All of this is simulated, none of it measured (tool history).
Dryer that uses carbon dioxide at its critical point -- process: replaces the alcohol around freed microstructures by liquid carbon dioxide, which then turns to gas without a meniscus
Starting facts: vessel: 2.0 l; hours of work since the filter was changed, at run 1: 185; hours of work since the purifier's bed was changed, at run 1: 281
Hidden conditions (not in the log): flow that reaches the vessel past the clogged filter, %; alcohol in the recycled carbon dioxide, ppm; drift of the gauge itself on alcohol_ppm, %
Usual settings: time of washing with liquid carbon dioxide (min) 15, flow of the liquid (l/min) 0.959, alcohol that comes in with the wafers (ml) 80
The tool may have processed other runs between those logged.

run,hour,time of washing with liquid carbon dioxide (min),flow of the liquid (l/min),alcohol that comes in with the wafers (ml),hours of work since the filter was changed,hours of work since the purifier's bed was changed,alcohol left in the vessel before it's heated (ppm by volume)
1,0,15,0.959,80,185,281,212
2,15.9,15,0.959,80,195,291,216
3,38,15,0.959,80,208,304,205
4,56.1,15,0.959,80,218,314,227
5,81.8,15,0.959,80,234,330,235
6,110,15,0.959,80,250,346,247
7,124.6,15,0.959,80,259,355,251
8,139,15,0.959,80,267,363,247
9,157.7,15,0.959,80,278,374,251
10,184.6,15,0.953,80,294,390,245
11,198.2,15,0.953,80,302,398,265
12,228,15,0.953,80,320,416,281
# hour 243.7: inlet filter changed
13,250,15,0.953,80,4,428,173
14,273.5,15,0.933,80,18,442,207
15,303.6,15,0.933,80,35,460,209
16,319.1,12,0.959,80,44,469,476
17,338,15,1.589,80,56,480,72
18,364.6,15,1.589,80,71,496,88
19,389.2,15,1.589,80,86,510,82
20,405.9,15,1.514,80,96,520,83
21,424.2,15,1.514,80,107,531,83
22,443,15,0.959,80,118,542,211
23,472.7,15,0.959,80,135,560,231
24,496.1,15,0.959,80,149,573,224
25,521.4,10,0.992,80,164,588,964
26,547.2,23,1.008,80,179,604,108
27,577.4,15,0.959,35,197,621,165
28,597,15,0.959,35,208,633,161
29,624.6,15,0.581,69,225,649,1410
30,647.9,15,0.581,69,238,663,1437
31,663.3,15,0.805,68,248,672,444
32,676.9,15,0.959,60,256,680,235
33,702.5,15,0.959,98,271,695,335
34,732.5,11,1.447,26,288,713,140
35,755.1,10,0.881,63,302,726,1340
36,775.5,23,0.677,78,314,738,251
37,788.2,23,0.677,78,321,746,248
# hour 800.8: inlet filter changed
38,809.7,23,0.677,78,5,758,203
39,834.3,15,0.943,23,20,772,153
40,862.1,18,0.943,35,36,789,136
41,887.2,18,0.943,35,51,804,136
42,914.2,16,0.789,45,67,820,284
43,936.4,16,0.789,45,80,833,283
44,949.2,16,0.789,45,88,840,283
45,965.7,17,0.66,26,97,850,305
46,979.8,21,0.999,46,106,858,136
47,995.9,21,0.999,46,115,868,126

Forecast each of these 3 alternatives for the next run:
A,1021.4,15,0.992,108,130,883,?
B,1021.4,20,1.415,86,130,883,?
C,1021.4,21,1.063,48,130,883,?

run,alcohol left in the vessel before it's heated (ppm by volume)
A,295
B,134
C,136
The same runs, with their run-to-run variation unchanged, on a tool lacking any hidden condition would have given:
run,alcohol left in the vessel before it's heated (ppm by volume)
A,130
B,6
C,9
